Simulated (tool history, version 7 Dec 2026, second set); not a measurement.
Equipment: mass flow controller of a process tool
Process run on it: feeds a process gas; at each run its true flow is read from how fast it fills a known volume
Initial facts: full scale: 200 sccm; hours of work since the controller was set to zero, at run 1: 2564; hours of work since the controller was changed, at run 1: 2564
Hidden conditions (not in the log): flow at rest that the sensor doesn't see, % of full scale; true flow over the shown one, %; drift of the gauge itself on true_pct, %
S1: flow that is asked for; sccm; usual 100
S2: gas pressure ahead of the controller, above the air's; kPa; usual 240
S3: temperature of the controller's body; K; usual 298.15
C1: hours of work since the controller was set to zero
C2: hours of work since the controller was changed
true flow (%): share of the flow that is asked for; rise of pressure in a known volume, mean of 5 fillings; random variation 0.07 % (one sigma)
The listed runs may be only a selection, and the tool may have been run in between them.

Run 1, hour 0.0: usual settings; C1 2564; C2 2564. Result: true flow (%) 98.62.
Run 2, hour 414.1: usual settings; C1 2698; C2 2698. Result: true flow (%) 98.63.
Run 3, hour 969.6: usual settings; C1 2878; C2 2878. Result: true flow (%) 98.74.
Run 4, hour 1242.2: usual settings but S3 295.15 K; C1 2966; C2 2966. Result: true flow (%) 98.92.
Run 5, hour 1694.0: usual settings but S3 295.15 K; C1 3112; C2 3112. Result: true flow (%) 98.86.
Run 6, hour 2027.9: usual settings but S1 104 sccm; C1 3220; C2 3220. Result: true flow (%) 98.73.
Run 7, hour 2297.4: usual settings; C1 3307; C2 3307. Result: true flow (%) 98.61.
Run 8, hour 2552.6: usual settings; C1 3390; C2 3390. Result: true flow (%) 98.57.
Run 9, hour 2894.0: usual settings but S3 297.15 K; C1 3500; C2 3500. Result: true flow (%) 98.74.
Run 10, hour 3201.3: usual settings but S1 47 sccm; C1 3600; C2 3600. Result: true flow (%) 97.78.
Run 11, hour 3506.0: usual settings but S1 90 sccm; C1 3698; C2 3698. Result: true flow (%) 98.56.
Run 12, hour 3911.7: usual settings but S1 90 sccm; C1 3830; C2 3830. Result: true flow (%) 98.39.
Run 13, hour 4229.6: usual settings but S1 90 sccm, S2 181 kPa, S3 306.15 K; C1 3932; C2 3932. Result: true flow (%) 97.44.
Run 14, hour 4686.1: usual settings but S1 25 sccm, S2 236 kPa, S3 293.15 K; C1 4080; C2 4080. Result: true flow (%) 97.77.
Run 15, hour 5217.4: usual settings but S1 47 sccm, S3 305.15 K; C1 4252; C2 4252. Result: true flow (%) 97.18.
Run 16, hour 5773.7: usual settings but S1 91 sccm, S2 158 kPa, S3 304.15 K; C1 4432; C2 4432. Result: true flow (%) 97.46.
Run 17, hour 6035.6: usual settings but S2 146 kPa; C1 4517; C2 4517. Result: true flow (%) 98.09.
Run 18, hour 6459.1: usual settings but S1 40 sccm, S2 186 kPa; C1 4654; C2 4654. Result: true flow (%) 97.31.
Run 19, hour 6771.8: usual settings but S1 40 sccm, S2 143 kPa, S3 309.15 K; C1 4755; C2 4755. Result: true flow (%) 96.02.
Run 20, hour 7331.8: usual settings but S1 86 sccm, S3 297.15 K; C1 4936; C2 4936. Result: true flow (%) 98.50.

Here are 3 independent what-if runs from the current tool condition. What would each one return?
Run A, hour 7812.6: usual settings but S1 61 sccm, S2 251 kPa, S3 297.15 K; C1 5092; C2 5092. Result: true flow (%) ?.
Run B, hour 7812.6: usual settings but S1 48 sccm, S2 141 kPa, S3 305.15 K; C1 5092; C2 5092. Result: true flow (%) ?.
Run C, hour 7812.6: usual settings but S1 96 sccm, S3 301.15 K; C1 5092; C2 5092. Result: true flow (%) ?.

run  true flow (%)
  A          98.26
  B          96.52
  C          98.33
Had the tool no hidden state, the same runs would have come out as:
run  true flow (%)
  A          98.26
  B          96.52
  C          98.32
